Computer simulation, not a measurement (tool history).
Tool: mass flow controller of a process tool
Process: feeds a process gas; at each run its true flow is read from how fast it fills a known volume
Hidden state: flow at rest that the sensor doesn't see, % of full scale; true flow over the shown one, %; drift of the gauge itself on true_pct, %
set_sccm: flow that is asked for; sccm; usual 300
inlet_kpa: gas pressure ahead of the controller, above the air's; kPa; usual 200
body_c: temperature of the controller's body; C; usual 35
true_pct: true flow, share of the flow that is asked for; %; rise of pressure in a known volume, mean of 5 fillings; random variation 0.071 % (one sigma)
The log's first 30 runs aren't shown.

run,day,set_sccm,inlet_kpa,body_c,hours of work since the controller was set to zero,hours of work since the controller was changed,true_pct
# day 296.812: controller exchanged for a calibrated one
31,298.867,96,152,23,35,35,98.06
32,306.546,471,181,22,165,165,98.54
33,316.050,300,200,35,326,326,98.23
34,328.183,300,200,27,532,532,98.10
35,337.121,63,238,22,684,684,97.30
36,346.962,393,238,33,851,851,98.04
37,356.488,300,154,35,1012,1012,97.98
38,368.179,300,221,35,1210,1210,97.61
39,377.067,287,145,33,1361,1361,97.71
40,390.717,172,204,35,1593,1593,97.15
41,402.833,168,210,35,1798,1798,97.16
42,411.979,168,210,30,1953,1953,96.82
43,418.183,168,210,30,2059,2059,96.67

Forecast each of these 5 alternatives for the next run:
A,428.575,403,247,23,2235,2235,?
B,428.575,51,210,31,2235,2235,?
C,428.575,493,200,31,2235,2235,?
D,428.575,355,254,30,2235,2235,?
E,428.575,300,239,35,2235,2235,?

run,true_pct
A,96.75
B,96.51
C,97.12
D,96.77
E,96.87
Without the tool's hidden state the same runs would have given:
run,true_pct
A,99.69
B,99.44
C,100.08
D,99.72
E,99.82
